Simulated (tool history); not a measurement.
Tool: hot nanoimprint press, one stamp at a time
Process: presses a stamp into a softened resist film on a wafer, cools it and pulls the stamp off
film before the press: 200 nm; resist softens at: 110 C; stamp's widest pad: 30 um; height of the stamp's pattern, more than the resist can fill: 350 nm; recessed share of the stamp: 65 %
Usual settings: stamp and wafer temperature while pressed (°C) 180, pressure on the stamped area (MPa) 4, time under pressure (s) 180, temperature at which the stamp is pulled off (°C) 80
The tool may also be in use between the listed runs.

run	hour	stamp and wafer temperature while pressed (°C)	pressure on the stamped area (MPa)	time under pressure (s)	temperature at which the stamp is pulled off (°C)	resist left under the stamp's widest pad (Å)	greatest force while the stamp is pulled off (N)
1	0	180	4	180	80	748	148
2	22.4	180	4	157	80	792	148
3	58.1	180	4	168	80	766	156
4	82.5	180	4	180	80	739	152
5	111	180	4	180	80	729	154
6	128.9	180	4	180	80	738	152
7	146.7	180	4	180	80	746	153
8	182.6	180	4	180	80	745	152
9	211.7	180	4	180	69	739	168
10	226.2	184	4	180	80	659	152
11	242.3	184	4	180	80	652	158
12	274	184	4	180	80	644	161
13	298.6	180	4	180	80	735	158
14	314.7	180	4	180	80	748	158
15	345.4	180	4	173	80	765	167
16	377.4	180	4.96	112	68	823	188
17	411.4	176	4	271	73	723	179
18	433.6	180	4	183	79	754	173
19	454	180	6.08	180	84	618	156
20	487.9	177	3.01	180	80	944	121
21	505.9	181	3.63	145	80	825	122
22	532.7	181	3.63	145	80	838	123
23	558.4	180	4	135	88	857	110
24	583	183	2.4	279	76	722	133
25	621.4	182	2.4	287	83	715	119
26	643.9	182	2.4	287	83	721	119
27	659.6	176	2.4	148	83	1120	118
28	682.7	182	4.12	148	67	734	146
29	718.3	180	4	104	67	929	149

Taken out of this log: 3 entries between the listed runs. Where each belongs, and how the hidden state differs across it:
Between runs 2 and 3: plate thermocouple calibrated (hour 26.9)
  true temperature over the reading, C: -0.7 -> -0.26; pressure that arrives at the usual setting, %: 98.56 -> 98.42; grip of the stamp's worn release coat, % over a new coat's: 25.3 -> 26.5
  measured less the result without the state, resist left under the stamp's widest pad (Å): +23 -> +12; greatest force while the stamp is pulled off (N): +31 -> +33
Between runs 19 and 20: stamp cleaned and given a new release coat (hour 461.5)
  true temperature over the reading, C: -0.78 -> -0.81; pressure that arrives at the usual setting, %: 96.86 -> 96.75; grip of the stamp's worn release coat, % over a new coat's: 41 -> 0.9
  measured less the result without the state, resist left under the stamp's widest pad (Å): +30 -> +33; greatest force while the stamp is pulled off (N): +47 -> +3
Between runs 24 and 25: plate thermocouple calibrated (hour 617.1)
  true temperature over the reading, C: -0.93 -> -0.13; pressure that arrives at the usual setting, %: 96.36 -> 96.21; grip of the stamp's worn release coat, % over a new coat's: 4.1 -> 5.3
  measured less the result without the state, resist left under the stamp's widest pad (Å): +29 -> +10; greatest force while the stamp is pulled off (N): +7 -> +6
